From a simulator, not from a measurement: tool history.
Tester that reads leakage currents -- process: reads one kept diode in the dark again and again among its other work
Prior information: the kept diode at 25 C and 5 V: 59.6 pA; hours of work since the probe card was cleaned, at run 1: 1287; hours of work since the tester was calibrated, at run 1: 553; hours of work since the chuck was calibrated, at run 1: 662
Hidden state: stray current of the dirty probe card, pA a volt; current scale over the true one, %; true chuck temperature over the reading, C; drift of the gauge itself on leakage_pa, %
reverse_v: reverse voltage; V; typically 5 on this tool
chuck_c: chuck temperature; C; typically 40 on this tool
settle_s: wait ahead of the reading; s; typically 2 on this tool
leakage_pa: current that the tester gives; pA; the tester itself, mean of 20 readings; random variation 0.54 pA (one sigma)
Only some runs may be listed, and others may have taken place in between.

| run | hour | reverse_v | chuck_c | settle_s | hours of work since the probe card was cleaned | hours of work since the tester was calibrated | hours of work since the chuck was calibrated | leakage_pa |
|---|---|---|---|---|---|---|---|---|
| 1 | 0 | 5 | 40 | 2 | 1287 | 553 | 662 | 173.46 |
| 2 | 35.7 | 5 | 40 | 2 | 1316 | 581 | 691 | 174.53 |
| 3 | 80.6 | 5 | 22 | 2 | 1351 | 616 | 726 | 52.24 |
| 4 | 126.2 | 5 | 22 | 2 | 1387 | 652 | 762 | 52.09 |
| 5 | 171.7 | 5 | 22 | 2 | 1423 | 688 | 798 | 52.19 |
|  | 192.7 | chuck's temperature calibrated |
| 6 | 222.5 | 5 | 22 | 2 | 1461 | 726 | 23 | 57.6 |
| 7 | 270 | 5 | 22 | 2 | 1499 | 764 | 61 | 57.46 |
| 8 | 294.6 | 5 | 22 | 2 | 1518 | 783 | 80 | 57.52 |
| 9 | 328 | 5 | 40 | 0.53 | 1544 | 810 | 107 | 188.76 |
|  | 333.1 | probe card cleaned and baked |
| 10 | 375.8 | 5 | 40 | 1.2 | 34 | 845 | 142 | 188.16 |
| 11 | 421.9 | 10.97 | 25 | 4.67 | 70 | 881 | 178 | 102.55 |
|  | 436.8 | probe card cleaned and baked, once more |
| 12 | 448.5 | 10.97 | 25 | 4.67 | 9 | 900 | 197 | 74.73 |
| 13 | 493.8 | 2.63 | 53 | 1.19 | 45 | 936 | 233 | 339.93 |
| 14 | 536.5 | 2.63 | 53 | 1.19 | 79 | 969 | 266 | 339.64 |
| 15 | 560 | 2.77 | 30 | 0.68 | 97 | 988 | 285 | 71.1 |
| 16 | 607 | 5 | 23 | 9.39 | 134 | 1025 | 322 | 50.08 |
| 17 | 649.8 | 5 | 23 | 9.39 | 168 | 1058 | 355 | 49.83 |

Selected run-to-run steps in leakage_pa, each split into two signed amounts: the part the tool would show with no hidden state at all (from settings, incoming material and random variation), and the remainder, which goes to the hidden state together with any gauge scatter not common to the measured and the hidden-state-free results:
Run 11 -> 12: probe card cleaned and baked, once more. leakage_pa -27.82 pA: hidden state -27.79, all else -0.03.
Run 14 -> 15: reverse_v 2.63 -> 2.77, chuck_c 53 -> 30, settle_s 1.19 -> 0.68. leakage_pa -268.54 pA: hidden state +7.93, all else -276.47.

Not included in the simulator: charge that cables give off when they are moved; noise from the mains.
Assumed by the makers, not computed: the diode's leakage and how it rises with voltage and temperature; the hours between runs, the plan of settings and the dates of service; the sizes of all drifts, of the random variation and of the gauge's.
